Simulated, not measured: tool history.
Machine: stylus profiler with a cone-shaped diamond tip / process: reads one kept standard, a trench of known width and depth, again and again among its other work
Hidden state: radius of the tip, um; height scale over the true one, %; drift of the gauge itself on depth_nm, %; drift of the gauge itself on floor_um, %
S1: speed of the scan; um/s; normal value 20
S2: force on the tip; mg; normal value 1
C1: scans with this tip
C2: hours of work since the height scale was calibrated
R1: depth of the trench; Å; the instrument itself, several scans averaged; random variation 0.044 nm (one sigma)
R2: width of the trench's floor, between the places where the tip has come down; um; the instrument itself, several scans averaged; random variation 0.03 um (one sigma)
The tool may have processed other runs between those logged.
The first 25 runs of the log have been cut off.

Run 26, day 65.696: usual settings but S1 7 um/s, S2 0.51 mg; C1 4415; C2 161. Result: R1 1000.9 Å, R2 28.31 um.
Run 27, day 69.125: usual settings but S1 16 um/s, S2 2.3 mg; C1 4982; C2 210. Result: R1 1006.9 Å, R2 28.23 um.
Run 28, day 72.958: usual settings but S1 31 um/s, S2 1.37 mg; C1 5615; C2 266. Result: R1 1004.5 Å, R2 28.12 um.
Run 29, day 74.671: usual settings but S1 31 um/s, S2 1.37 mg; C1 5898; C2 290. Result: R1 1004.2 Å, R2 28.09 um.
Run 30, day 76.625: usual settings but S1 31 um/s, S2 1.37 mg; C1 6221; C2 318. Result: R1 1004.6 Å, R2 28.09 um.
Run 31, day 80.688: usual settings but S1 31 um/s, S2 1.37 mg; C1 6893; C2 377. Result: R1 1004.4 Å, R2 28.08 um.
Run 32, day 83.667: usual settings but S1 36 um/s, S2 0.63 mg; C1 7385; C2 420. Result: R1 1001.7 Å, R2 27.94 um.
Run 33, day 85.675: usual settings but S1 36 um/s, S2 0.63 mg; C1 7717; C2 449. Result: R1 1001.9 Å, R2 27.92 um.
Run 34, day 88.421: usual settings but S1 36 um/s, S2 0.37 mg; C1 8171; C2 488. Result: R1 999.5 Å, R2 27.73 um.
Run 35, day 90.683: usual settings but S1 28 um/s, S2 0.37 mg; C1 8545; C2 521. Result: R1 999.5 Å, R2 27.8 um.
Run 36, day 93.758: usual settings but S1 28 um/s, S2 0.37 mg; C1 9053; C2 565. Result: R1 999.5 Å, R2 27.77 um.
Run 37, day 97.358: usual settings but S1 40 um/s, S2 0.95 mg; C1 9648; C2 617. Result: R1 1001.5 Å, R2 27.85 um.
Run 38, day 100.425: usual settings but S1 57 um/s, S2 1.11 mg; C1 10155; C2 661. Result: R1 1002.2 Å, R2 27.71 um.
Run 39, day 103.029: usual settings but S1 47 um/s, S2 0.42 mg; C1 10586; C2 698. Result: R1 999.2 Å, R2 27.54 um.
Run 40, day 106.017: usual settings but S1 38 um/s, S2 0.72 mg; C1 11080; C2 741. Result: R1 1000.4 Å, R2 27.72 um.
Run 41, day 108.067: usual settings but S1 14 um/s, S2 2.33 mg; C1 11418; C2 771. Result: R1 1005.2 Å, R2 28.02 um.
Run 42, day 110.596: usual settings but S1 33 um/s, S2 1.88 mg; C1 11836; C2 807. Result: R1 1002.6 Å, R2 27.91 um.
Run 43, day 113.475: usual settings but S1 7 um/s, S2 1.01 mg; C1 12312; C2 849. Result: R1 1000 Å, R2 27.98 um.
Run 44, day 115.146: usual settings but S1 7 um/s, S2 1.01 mg; C1 12588; C2 873. Result: R1 999.9 Å, R2 27.99 um.
Run 45, day 116.933: usual settings but S1 7 um/s, S2 1.01 mg; C1 12883; C2 899. Result: R1 1000.1 Å, R2 27.97 um.
Run 46, day 120.55: usual settings but S1 7 um/s, S2 1.01 mg; C1 13482; C2 951. Result: R1 1000 Å, R2 27.95 um.

Forecast each of these 3 alternatives for the next run:
Run A, day 122.533: usual settings but S1 10 um/s, S2 2.07 mg; C1 13810; C2 979. Result: R1 ?, R2 ?.
Run B, day 122.533: usual settings but S1 17 um/s, S2 1.18 mg; C1 13810; C2 979. Result: R1 ?, R2 ?.
Run C, day 122.533: usual settings but S1 42 um/s, S2 0.96 mg; C1 13810; C2 979. Result: R1 ?, R2 ?.

run      R1     R2
  A    1003  27.93
  B  1000.5  27.84
  C   999.4  27.66
The same runs, with their run-to-run variation unchanged, on a tool lacking any hidden condition would have given:
run      R1     R2
  A    1008  28.54
  B  1005.5  28.45
  C  1004.3  28.28
